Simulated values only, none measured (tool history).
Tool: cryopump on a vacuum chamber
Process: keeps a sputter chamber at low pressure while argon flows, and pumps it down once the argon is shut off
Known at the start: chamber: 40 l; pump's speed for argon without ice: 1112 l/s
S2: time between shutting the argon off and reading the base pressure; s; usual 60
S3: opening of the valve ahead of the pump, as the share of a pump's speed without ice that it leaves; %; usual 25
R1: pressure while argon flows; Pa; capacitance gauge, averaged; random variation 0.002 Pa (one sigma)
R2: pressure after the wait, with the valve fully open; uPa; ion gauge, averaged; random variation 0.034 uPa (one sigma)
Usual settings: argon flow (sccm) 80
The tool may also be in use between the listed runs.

run 1 day=0.000 | argon_flow_(sccm)=80 S2=60 S3=25 | R1=0.4985 R2=2.29
run 2 day=1.117 | argon_flow_(sccm)=80 S2=60 S3=25 | R1=0.5010 R2=2.29
run 3 day=1.933 | argon_flow_(sccm)=80 S2=60 S3=25 | R1=0.5016 R2=2.30
run 4 day=2.429 | argon_flow_(sccm)=80 S2=60 S3=25 | R1=0.4995 R2=2.34
run 5 day=3.579 | argon_flow_(sccm)=80 S2=60 S3=25 | R1=0.5034 R2=2.27
run 6 day=4.796 | argon_flow_(sccm)=80 S2=60 S3=25 | R1=0.5022 R2=2.37
run 7 day=5.404 | argon_flow_(sccm)=80 S2=60 S3=25 | R1=0.5009 R2=2.34
run 8 day=6.062 | argon_flow_(sccm)=49 S2=60 S3=25 | R1=0.3099 R2=2.37
run 9 day=7.254 | argon_flow_(sccm)=49 S2=60 S3=25 | R1=0.3085 R2=2.39
run 10 day=8.325 | argon_flow_(sccm)=49 S2=60 S3=25 | R1=0.3087 R2=2.43
run 11 day=9.242 | argon_flow_(sccm)=80 S2=60 S3=25 | R1=0.5027 R2=2.38
run 12 day=9.771 | argon_flow_(sccm)=80 S2=68 S3=15 | R1=0.8270 R2=2.19
run 13 day=10.588 | argon_flow_(sccm)=56 S2=29 S3=25 | R1=0.3548 R2=4.03
run 14 day=11.121 | argon_flow_(sccm)=56 S2=29 S3=25 | R1=0.3534 R2=4.16
run 15 day=12.221 | argon_flow_(sccm)=56 S2=29 S3=25 | R1=0.3535 R2=4.14
run 16 day=13.121 | argon_flow_(sccm)=80 S2=21 S3=28 | R1=0.4506 R2=5.27
run 17 day=14.212 | argon_flow_(sccm)=54 S2=272 S3=37 | R1=0.2361 R2=1.20
run 18 day=14.988 | argon_flow_(sccm)=36 S2=272 S3=37 | R1=0.1567 R2=1.22
run 19 day=16.008 | argon_flow_(sccm)=57 S2=189 S3=37 | R1=0.2493 R2=1.39
run 20 day=16.758 | argon_flow_(sccm)=39 S2=89 S3=37 | R1=0.1720 R2=2.01
run 21 day=17.804 | argon_flow_(sccm)=60 S2=60 S3=25 | R1=0.3852 R2=2.55

4 ways to go on from here, each from the tool as it stands after run 21. What would each give?
run A day=18.767 | argon_flow_(sccm)=96 S2=78 S3=23 | R1=? R2=?
run B day=18.767 | argon_flow_(sccm)=41 S2=33 S3=25 | R1=? R2=?
run C day=18.767 | argon_flow_(sccm)=60 S2=171 S3=54 | R1=? R2=?
run D day=18.767 | argon_flow_(sccm)=39 S2=278 S3=25 | R1=? R2=?

run=A R1=0.6580 R2=2.14
run=B R1=0.2607 R2=3.74
run=C R1=0.1860 R2=1.52
run=D R1=0.2470 R2=1.24
Without the tool's hidden state the same runs would have given:
run=A R1=0.6302 R2=1.48
run=B R1=0.2488 R2=3.09
run=C R1=0.1685 R2=0.85
run=D R1=0.2357 R2=0.59
